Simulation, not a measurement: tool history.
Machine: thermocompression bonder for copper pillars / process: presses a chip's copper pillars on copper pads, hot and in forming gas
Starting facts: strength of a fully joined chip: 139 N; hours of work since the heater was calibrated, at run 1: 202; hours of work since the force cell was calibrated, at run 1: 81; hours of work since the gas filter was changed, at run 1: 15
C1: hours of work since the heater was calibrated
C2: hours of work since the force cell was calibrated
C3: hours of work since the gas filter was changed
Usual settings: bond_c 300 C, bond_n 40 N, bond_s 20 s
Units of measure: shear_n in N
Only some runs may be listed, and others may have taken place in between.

run 1 hour=0 | bond_c=300 bond_n=40 bond_s=20 | C1=202 C2=81 C3=15 | shear_n=65.6
run 2 hour=49.4 | bond_c=300 bond_n=40 bond_s=20 | C1=236 C2=114 C3=49 | shear_n=66.4
run 3 hour=71.8 | bond_c=274 bond_n=40 bond_s=20 | C1=252 C2=130 C3=64 | shear_n=49.4
run 4 hour=111.8 | bond_c=300 bond_n=40 bond_s=20 | C1=279 C2=157 C3=92 | shear_n=65.3
run 5 hour=140.6 | bond_c=300 bond_n=40 bond_s=20 | C1=299 C2=177 C3=111 | shear_n=65.2
run 6 hour=165.4 | bond_c=300 bond_n=40 bond_s=20 | C1=316 C2=194 C3=128 | shear_n=65.4
run 7 hour=189 | bond_c=300 bond_n=40 bond_s=20 | C1=332 C2=210 C3=144 | shear_n=66
run 8 hour=236.4 | bond_c=300 bond_n=40 bond_s=20 | C1=364 C2=242 C3=177 | shear_n=64.9
run 9 hour=286.6 | bond_c=300 bond_n=40 bond_s=17 | C1=399 C2=277 C3=211 | shear_n=62.1
run 10 hour=313.1 | bond_c=300 bond_n=26 bond_s=20 | C1=417 C2=295 C3=229 | shear_n=45.5
run 11 hour=340.6 | bond_c=300 bond_n=26 bond_s=20 | C1=436 C2=314 C3=248 | shear_n=44.9
run 12 hour=386.4 | bond_c=300 bond_n=26 bond_s=20 | C1=467 C2=345 C3=279 | shear_n=45.1
run 13 hour=412.2 | bond_c=301 bond_n=26 bond_s=20 | C1=485 C2=363 C3=297 | shear_n=45.9
-- hour=455.1 forming gas filter changed
run 14 hour=465.6 | bond_c=301 bond_n=26 bond_s=20 | C1=521 C2=399 C3=7 | shear_n=45.8
run 15 hour=513.3 | bond_c=289 bond_n=40 bond_s=20 | C1=553 C2=432 C3=40 | shear_n=58.9
run 16 hour=560.9 | bond_c=289 bond_n=40 bond_s=20 | C1=586 C2=464 C3=72 | shear_n=59.3
run 17 hour=609.3 | bond_c=289 bond_n=40 bond_s=20 | C1=619 C2=497 C3=106 | shear_n=58.1
run 18 hour=634.9 | bond_c=289 bond_n=40 bond_s=20 | C1=637 C2=515 C3=123 | shear_n=59.1
run 19 hour=668.9 | bond_c=300 bond_n=40 bond_s=53 | C1=660 C2=538 C3=146 | shear_n=90.8
run 20 hour=691.3 | bond_c=300 bond_n=40 bond_s=20 | C1=675 C2=553 C3=162 | shear_n=65
run 21 hour=714.5 | bond_c=279 bond_n=40 bond_s=20 | C1=691 C2=569 C3=178 | shear_n=52.7
run 22 hour=755.4 | bond_c=317 bond_n=40 bond_s=51 | C1=719 C2=597 C3=206 | shear_n=99.1
run 23 hour=788.9 | bond_c=296 bond_n=44 bond_s=39 | C1=742 C2=620 C3=228 | shear_n=84.5
run 24 hour=824.8 | bond_c=296 bond_n=44 bond_s=39 | C1=767 C2=645 C3=253 | shear_n=84.4
run 25 hour=848.4 | bond_c=308 bond_n=40 bond_s=20 | C1=783 C2=661 C3=269 | shear_n=70.1
run 26 hour=871.4 | bond_c=308 bond_n=40 bond_s=20 | C1=799 C2=677 C3=285 | shear_n=69.7
run 27 hour=920.2 | bond_c=307 bond_n=38 bond_s=28 | C1=832 C2=710 C3=318 | shear_n=75.5
-- hour=933.2 forming gas filter changed
run 28 hour=966.4 | bond_c=290 bond_n=38 bond_s=60 | C1=863 C2=741 C3=23 | shear_n=83.4
run 29 hour=1010.9 | bond_c=290 bond_n=38 bond_s=60 | C1=894 C2=772 C3=53 | shear_n=83
run 30 hour=1040.2 | bond_c=311 bond_n=34 bond_s=13 | C1=914 C2=792 C3=73 | shear_n=53.4
run 31 hour=1084.5 | bond_c=293 bond_n=34 bond_s=13 | C1=944 C2=822 C3=104 | shear_n=45.6
run 32 hour=1114.6 | bond_c=300 bond_n=40 bond_s=38 | C1=965 C2=843 C3=124 | shear_n=80.6
run 33 hour=1163.3 | bond_c=297 bond_n=42 bond_s=23 | C1=998 C2=876 C3=158 | shear_n=70
run 34 hour=1214.7 | bond_c=307 bond_n=33 bond_s=45 | C1=1033 C2=911 C3=193 | shear_n=80.1
run 35 hour=1245.7 | bond_c=307 bond_n=33 bond_s=45 | C1=1054 C2=932 C3=214 | shear_n=79.6
run 36 hour=1285.9 | bond_c=326 bond_n=40 bond_s=13 | C1=1082 C2=960 C3=241 | shear_n=70.6
run 37 hour=1312.1 | bond_c=326 bond_n=30 bond_s=23 | C1=1100 C2=978 C3=259 | shear_n=68.6
-- hour=1344.3 heater calibrated with a thermocouple chip
run 38 hour=1368.7 | bond_c=326 bond_n=30 bond_s=23 | C1=17 C2=1015 C3=297 | shear_n=69.2
run 39 hour=1394.8 | bond_c=326 bond_n=30 bond_s=23 | C1=35 C2=1033 C3=315 | shear_n=68.7

Here are 4 independent what-if runs from the current tool condition. What would each one return?
-- hour=1415.9 forming gas filter changed
run A hour=1433.4 | bond_c=293 bond_n=58 bond_s=18 | C1=61 C2=1059 C3=12 | shear_n=?
-- hour=1415.9 forming gas filter changed
run B hour=1433.4 | bond_c=326 bond_n=59 bond_s=23 | C1=61 C2=1059 C3=12 | shear_n=?
-- hour=1415.9 forming gas filter changed
run C hour=1433.4 | bond_c=326 bond_n=30 bond_s=27 | C1=61 C2=1059 C3=12 | shear_n=?
-- hour=1415.9 forming gas filter changed
run D hour=1433.4 | bond_c=309 bond_n=30 bond_s=48 | C1=61 C2=1059 C3=12 | shear_n=?

run=A shear_n=78.2
run=B shear_n=105.6
run=C shear_n=73.6
run=D shear_n=77.2
With no hidden state in the tool, these same runs would have given:
run=A shear_n=78
run=B shear_n=105.4
run=C shear_n=73.4
run=D shear_n=77
